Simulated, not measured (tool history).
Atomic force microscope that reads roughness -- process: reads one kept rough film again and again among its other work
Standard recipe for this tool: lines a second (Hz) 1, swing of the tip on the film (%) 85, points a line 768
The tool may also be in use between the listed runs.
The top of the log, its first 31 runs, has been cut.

run,hour,lines a second (Hz),swing of the tip on the film (%),points a line,roughness of the kept film (nm (root mean square))
32,828.4,3.04,85,471,2.29
33,852.4,1.46,89,474,2.482
34,871.8,3,89,498,2.205
# hour 897.6: new tip fitted
35,899.5,1.67,64,498,2.697
36,935.5,1.67,64,498,2.693
37,952.9,1.67,64,498,2.695
38,968.7,0.74,85,850,2.666
39,993,0.74,85,850,2.665
40,1020.5,0.74,85,850,2.633
41,1037.3,3.04,58,391,2.657
42,1067.3,3.04,88,259,2.202
43,1087.4,2.98,85,574,2.289
44,1107.1,3.67,69,294,2.515
# hour 1120.7: new tip fitted
45,1130.1,2.93,73,833,2.52
46,1158.8,0.86,71,811,2.733
47,1174.3,0.86,71,811,2.725
48,1207.2,0.86,71,811,2.73
49,1242.3,0.86,71,811,2.758
50,1271.7,0.86,71,811,2.728
51,1297.5,0.86,71,811,2.728
52,1322.8,0.88,68,811,2.758

Alternative continuations, all from the tool just after run 52; predict every row:
# hour 1344: new tip fitted
A,1358.6,1,66,768,?
# hour 1344: new tip fitted
B,1358.6,0.52,68,796,?
# hour 1344: new tip fitted
C,1358.6,0.88,68,547,?

run,roughness of the kept film (nm (root mean square))
A,2.737
B,2.764
C,2.728
Without the tool's unlogged condition, the same runs would have read:
run,roughness of the kept film (nm (root mean square))
A,2.74
B,2.767
C,2.731
